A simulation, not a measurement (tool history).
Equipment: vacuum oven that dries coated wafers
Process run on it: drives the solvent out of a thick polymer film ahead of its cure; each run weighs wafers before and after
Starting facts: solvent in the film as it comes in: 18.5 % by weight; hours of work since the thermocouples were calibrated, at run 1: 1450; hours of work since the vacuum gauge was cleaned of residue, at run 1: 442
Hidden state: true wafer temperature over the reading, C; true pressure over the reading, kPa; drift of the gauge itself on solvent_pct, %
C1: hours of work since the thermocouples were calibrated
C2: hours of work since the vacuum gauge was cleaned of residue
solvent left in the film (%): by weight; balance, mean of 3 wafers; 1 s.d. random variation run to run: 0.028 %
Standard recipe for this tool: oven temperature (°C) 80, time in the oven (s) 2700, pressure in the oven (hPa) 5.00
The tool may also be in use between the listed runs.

{"run": 1, "day": 0.0, "oven temperature (°C)": 80, "time in the oven (s)": 2700, "pressure in the oven (hPa)": 5.0, "C1": 1450, "C2": 442, "solvent left in the film (%)": 1.81}
{"run": 2, "day": 1.975, "oven temperature (°C)": 80, "time in the oven (s)": 2700, "pressure in the oven (hPa)": 5.0, "C1": 1488, "C2": 480, "solvent left in the film (%)": 1.7}
{"run": 3, "day": 3.504, "oven temperature (°C)": 80, "time in the oven (s)": 2700, "pressure in the oven (hPa)": 5.0, "C1": 1518, "C2": 509, "solvent left in the film (%)": 1.69}
{"run": 4, "day": 5.1, "oven temperature (°C)": 80, "time in the oven (s)": 2700, "pressure in the oven (hPa)": 5.0, "C1": 1548, "C2": 540, "solvent left in the film (%)": 1.72}
{"run": 5, "day": 7.475, "oven temperature (°C)": 80, "time in the oven (s)": 2700, "pressure in the oven (hPa)": 5.0, "C1": 1594, "C2": 585, "solvent left in the film (%)": 1.7}
{"run": 6, "day": 10.121, "oven temperature (°C)": 80, "time in the oven (s)": 3000, "pressure in the oven (hPa)": 5.0, "C1": 1645, "C2": 636, "solvent left in the film (%)": 1.34}
{"run": 7, "day": 11.525, "oven temperature (°C)": 86, "time in the oven (s)": 2880, "pressure in the oven (hPa)": 3.85, "C1": 1672, "C2": 663, "solvent left in the film (%)": 0.67}
{"run": 8, "day": 13.392, "oven temperature (°C)": 86, "time in the oven (s)": 4200, "pressure in the oven (hPa)": 10.47, "C1": 1707, "C2": 699, "solvent left in the film (%)": 0.52}
{"day": 14.675, "done": "oven's thermocouples calibrated"}
{"run": 9, "day": 15.179, "oven temperature (°C)": 82, "time in the oven (s)": 2280, "pressure in the oven (hPa)": 5.0, "C1": 10, "C2": 732, "solvent left in the film (%)": 2.48}
{"run": 10, "day": 17.504, "oven temperature (°C)": 82, "time in the oven (s)": 2280, "pressure in the oven (hPa)": 5.0, "C1": 54, "C2": 776, "solvent left in the film (%)": 2.46}
{"run": 11, "day": 19.888, "oven temperature (°C)": 89, "time in the oven (s)": 1440, "pressure in the oven (hPa)": 17.5, "C1": 100, "C2": 822, "solvent left in the film (%)": 3.29}

Branching from run 11: 5 alternative next runs. What would each branch give?
{"run": "A", "day": 21.092, "oven temperature (°C)": 75, "time in the oven (s)": 2700, "pressure in the oven (hPa)": 5.53, "C1": 123, "C2": 845, "solvent left in the film (%)": "?"}
{"run": "B", "day": 21.092, "oven temperature (°C)": 89, "time in the oven (s)": 3060, "pressure in the oven (hPa)": 17.5, "C1": 123, "C2": 845, "solvent left in the film (%)": "?"}
{"run": "C", "day": 21.092, "oven temperature (°C)": 92, "time in the oven (s)": 2700, "pressure in the oven (hPa)": 5.0, "C1": 123, "C2": 845, "solvent left in the film (%)": "?"}
{"run": "D", "day": 21.092, "oven temperature (°C)": 66, "time in the oven (s)": 2880, "pressure in the oven (hPa)": 5.0, "C1": 123, "C2": 845, "solvent left in the film (%)": "?"}
{"run": "E", "day": 21.092, "oven temperature (°C)": 89, "time in the oven (s)": 1440, "pressure in the oven (hPa)": 13.67, "C1": 123, "C2": 845, "solvent left in the film (%)": "?"}

run=A solvent_left_in_the_film_(%)=3.43
run=B solvent_left_in_the_film_(%)=1.09
run=C solvent_left_in_the_film_(%)=0.54
run=D solvent_left_in_the_film_(%)=5.72
run=E solvent_left_in_the_film_(%)=3.20
The same runs, with their run-to-run variation unchanged, on a tool lacking any hidden condition would have given:
run=A solvent_left_in_the_film_(%)=3.47
run=B solvent_left_in_the_film_(%)=1.08
run=C solvent_left_in_the_film_(%)=0.53
run=D solvent_left_in_the_film_(%)=5.77
run=E solvent_left_in_the_film_(%)=3.26

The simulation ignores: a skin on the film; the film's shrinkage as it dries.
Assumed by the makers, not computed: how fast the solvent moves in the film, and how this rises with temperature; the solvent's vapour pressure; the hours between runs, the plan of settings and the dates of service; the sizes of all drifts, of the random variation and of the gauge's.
